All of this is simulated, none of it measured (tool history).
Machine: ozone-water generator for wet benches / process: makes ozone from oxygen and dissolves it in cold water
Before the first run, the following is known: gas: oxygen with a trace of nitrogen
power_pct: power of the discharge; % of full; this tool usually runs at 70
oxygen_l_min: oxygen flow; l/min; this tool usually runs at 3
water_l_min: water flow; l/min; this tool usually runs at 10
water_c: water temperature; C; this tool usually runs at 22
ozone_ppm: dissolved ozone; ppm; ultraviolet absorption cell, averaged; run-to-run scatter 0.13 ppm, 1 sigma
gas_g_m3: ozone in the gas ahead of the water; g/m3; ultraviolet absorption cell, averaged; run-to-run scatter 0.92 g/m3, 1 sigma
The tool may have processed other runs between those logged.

| run | hour | power_pct | oxygen_l_min | water_l_min | water_c | ozone_ppm | gas_g_m3 |
|---|---|---|---|---|---|---|---|
| 1 | 0 | 70 | 3 | 10 | 22 | 12.6 | 146.3 |
| 2 | 107.2 | 70 | 3 | 6 | 22 | 17.3 | 146.4 |
| 3 | 220.6 | 70 | 3 | 6 | 22 | 17.4 | 147.2 |
| 4 | 296.1 | 70 | 2.31 | 6 | 22 | 16.9 | 159.4 |
| 5 | 425.3 | 70 | 2.31 | 6 | 22 | 16.5 | 156.3 |
| 6 | 544.3 | 70 | 2.31 | 7 | 22 | 15 | 155.6 |
| 7 | 673.1 | 70 | 2.31 | 7 | 22 | 14.8 | 156.9 |
| 8 | 807.3 | 70 | 3 | 10 | 22 | 12 | 143.1 |
| 9 | 882.6 | 70 | 3 | 7 | 22 | 15.1 | 143.3 |
|  | 904.5 | water thermometer calibrated |
| 10 | 974.2 | 70 | 3 | 10 | 22 | 11.6 | 143.8 |
| 11 | 1066.3 | 58 | 3 | 10 | 22 | 10.1 | 125.6 |
| 12 | 1211.1 | 58 | 3 | 10 | 22 | 10 | 125.4 |
| 13 | 1341 | 70 | 1.6 | 10 | 22 | 9.6 | 169.3 |
|  | 1356.8 | contactor cleaned |
| 14 | 1407.1 | 70 | 2.22 | 10 | 22 | 10.5 | 154.5 |
| 15 | 1488 | 70 | 3.11 | 10 | 22 | 11.3 | 139.1 |
| 16 | 1632.7 | 70 | 3.11 | 10 | 22 | 11 | 137.3 |
|  | 1667.3 | contactor cleaned, once more |
| 17 | 1730 | 70 | 3.11 | 10 | 22 | 12 | 138 |
| 18 | 1868.8 | 79 | 3.8 | 6 | 18 | 19.8 | 139.7 |
| 19 | 1930.4 | 56 | 2.81 | 10 | 15 | 11 | 120.2 |
| 20 | 2070.8 | 56 | 2.81 | 10 | 15 | 10.8 | 119.3 |
| 21 | 2164.5 | 84 | 2.6 | 10 | 19 | 13.2 | 159.9 |
| 22 | 2226.7 | 77 | 1.55 | 7 | 14 | 15.8 | 178.8 |
| 23 | 2334.3 | 77 | 1.55 | 7 | 14 | 15.4 | 175.6 |
| 24 | 2439.6 | 77 | 1.55 | 7 | 14 | 15.5 | 174.7 |
| 25 | 2547.8 | 69 | 2.17 | 8 | 22 | 12.7 | 146.6 |
| 26 | 2684.5 | 69 | 2.17 | 8 | 22 | 12.3 | 145.2 |
| 27 | 2784.8 | 77 | 3 | 10 | 22 | 12 | 142.4 |
| 28 | 2867.8 | 57 | 3 | 13 | 29 | 7 | 115.6 |
| 29 | 2943.6 | 57 | 2.62 | 8 | 30 | 9.7 | 120.2 |
| 30 | 3009.4 | 60 | 3 | 10 | 22 | 10.2 | 119.8 |
| 31 | 3129.2 | 93 | 3 | 8 | 22 | 15.5 | 157.6 |
| 32 | 3215.3 | 93 | 3 | 8 | 22 | 15.5 | 157.1 |

Forecast each of these 4 alternatives for the next run:
| A | 3316.8 | 47 | 1.83 | 10 | 14 | ? | ? |
| B | 3316.8 | 90 | 3 | 14 | 22 | ? | ? |
| C | 3316.8 | 70 | 1.93 | 10 | 22 | ? | ? |
| D | 3316.8 | 54 | 3 | 8 | 19 | ? | ? |

| run | ozone_ppm | gas_g_m3 |
|---|---|---|
| A | 8.3 | 118.5 |
| B | 9.8 | 151.2 |
| C | 9.8 | 148.1 |
| D | 11.4 | 110.9 |
Without the tool's unlogged condition, the same runs would have read:
| run | ozone_ppm | gas_g_m3 |
|---|---|---|
| A | 9.6 | 134.2 |
| B | 12.3 | 185.1 |
| C | 12 | 175.9 |
| D | 13.5 | 127.6 |
